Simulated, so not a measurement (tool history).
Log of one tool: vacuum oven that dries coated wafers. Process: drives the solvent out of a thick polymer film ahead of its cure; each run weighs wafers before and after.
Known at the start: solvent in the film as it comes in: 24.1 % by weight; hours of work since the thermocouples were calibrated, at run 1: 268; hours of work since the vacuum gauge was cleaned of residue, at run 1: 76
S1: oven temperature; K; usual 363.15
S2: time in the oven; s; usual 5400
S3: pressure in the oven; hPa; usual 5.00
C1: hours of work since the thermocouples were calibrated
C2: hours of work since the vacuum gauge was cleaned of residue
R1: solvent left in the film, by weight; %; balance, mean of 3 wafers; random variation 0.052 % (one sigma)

| run | hour | S1 | S2 | S3 | C1 | C2 | R1 |
|---|---|---|---|---|---|---|---|
| 1 | 0.0 | 363.15 | 5400 | 5.00 | 268 | 76 | 4.79 |
| 2 | 33.8 | 373.15 | 5400 | 5.00 | 288 | 97 | 1.59 |
| 3 | 72.2 | 373.15 | 5400 | 5.00 | 312 | 120 | 1.62 |
| 4 | 125.4 | 363.15 | 5400 | 5.00 | 345 | 153 | 4.73 |
| 5 | 157.9 | 363.15 | 5400 | 5.00 | 365 | 173 | 4.74 |
| 6 | 196.8 | 363.15 | 5400 | 9.28 | 389 | 197 | 5.15 |
| 7 | 253.6 | 363.15 | 5400 | 9.28 | 424 | 232 | 5.28 |
| 8 | 289.3 | 363.15 | 5400 | 9.28 | 446 | 254 | 5.30 |
| 9 | 341.4 | 363.15 | 3300 | 9.28 | 478 | 286 | 8.31 |
| 10 | 395.6 | 363.15 | 5400 | 5.00 | 512 | 320 | 4.66 |
| 11 | 426.1 | 363.15 | 5400 | 5.00 | 530 | 339 | 4.70 |
| 12 | 467.0 | 363.15 | 5400 | 5.00 | 556 | 364 | 4.69 |
| 13 | 516.5 | 363.15 | 5400 | 5.00 | 586 | 394 | 4.52 |
| 14 | 548.1 | 363.15 | 5400 | 5.00 | 606 | 414 | 4.61 |
| 15 | 575.9 | 363.15 | 5400 | 5.00 | 623 | 431 | 4.63 |
| 16 | 608.1 | 363.15 | 5400 | 5.00 | 643 | 451 | 4.69 |
| 17 | 646.3 | 363.15 | 5400 | 5.00 | 666 | 474 | 4.62 |
| 18 | 681.6 | 363.15 | 3120 | 5.00 | 688 | 496 | 8.19 |
| 19 | 708.2 | 363.15 | 5400 | 5.87 | 704 | 512 | 4.65 |
| 20 | 761.6 | 363.15 | 3720 | 5.00 | 737 | 545 | 7.02 |
| 21 | 813.5 | 363.15 | 5400 | 5.00 | 769 | 577 | 4.52 |
| 22 | 858.9 | 351.15 | 5400 | 4.55 | 797 | 605 | 10.10 |
| 23 | 903.6 | 374.15 | 5400 | 4.55 | 825 | 633 | 1.34 |
| 24 | 959.5 | 374.15 | 5400 | 4.55 | 859 | 667 | 1.29 |
| 25 | 987.4 | 366.15 | 5400 | 11.44 | 876 | 685 | 4.14 |
| 26 | 1017.2 | 366.15 | 5400 | 11.44 | 895 | 703 | 4.14 |
| 27 | 1046.5 | 366.15 | 5400 | 11.44 | 913 | 721 | 4.06 |
| 28 | 1101.3 | 366.15 | 5400 | 17.32 | 947 | 755 | 4.86 |
|  | 1107.1 | oven's thermocouples calibrated |
| 29 | 1147.5 | 363.15 | 5400 | 3.24 | 25 | 782 | 3.70 |
| 30 | 1176.3 | 363.15 | 5400 | 3.24 | 43 | 800 | 3.68 |
| 31 | 1233.7 | 368.15 | 5400 | 4.07 | 78 | 835 | 2.18 |
| 32 | 1284.2 | 357.15 | 6480 | 5.00 | 109 | 866 | 5.27 |
|  | 1327.5 | oven's thermocouples calibrated, once more |
| 33 | 1338.0 | 377.15 | 4680 | 16.58 | 6 | 898 | 2.60 |
| 34 | 1373.5 | 367.15 | 9360 | 5.00 | 28 | 920 | 1.69 |
| 35 | 1400.7 | 351.15 | 5400 | 11.78 | 45 | 937 | 12.01 |
| 36 | 1430.5 | 351.15 | 6960 | 3.84 | 64 | 955 | 9.16 |
| 37 | 1463.6 | 356.15 | 6960 | 2.98 | 84 | 976 | 6.54 |
| 38 | 1495.4 | 365.15 | 6960 | 18.05 | 104 | 995 | 4.79 |
| 39 | 1523.1 | 351.15 | 5400 | 7.54 | 121 | 1012 | 11.14 |
| 40 | 1561.6 | 363.15 | 5400 | 7.97 | 144 | 1036 | 5.49 |
| 41 | 1607.3 | 363.15 | 5400 | 7.97 | 173 | 1064 | 5.55 |
| 42 | 1654.1 | 368.15 | 5400 | 7.32 | 201 | 1093 | 3.51 |

Forecast each of these 4 alternatives for the next run:
| A | 1701.9 | 368.15 | 2700 | 7.32 | 231 | 1123 | ? |
| B | 1701.9 | 359.15 | 3120 | 3.11 | 231 | 1123 | ? |
| C | 1701.9 | 355.15 | 3300 | 9.50 | 231 | 1123 | ? |
| D | 1701.9 | 373.15 | 2760 | 4.44 | 231 | 1123 | ? |

| run | R1 |
|---|---|
| A | 7.70 |
| B | 10.38 |
| C | 12.32 |
| D | 5.16 |
Without the tool's hidden state the same runs would have given:
| run | R1 |
|---|---|
| A | 7.75 |
| B | 10.38 |
| C | 12.29 |
| D | 5.20 |

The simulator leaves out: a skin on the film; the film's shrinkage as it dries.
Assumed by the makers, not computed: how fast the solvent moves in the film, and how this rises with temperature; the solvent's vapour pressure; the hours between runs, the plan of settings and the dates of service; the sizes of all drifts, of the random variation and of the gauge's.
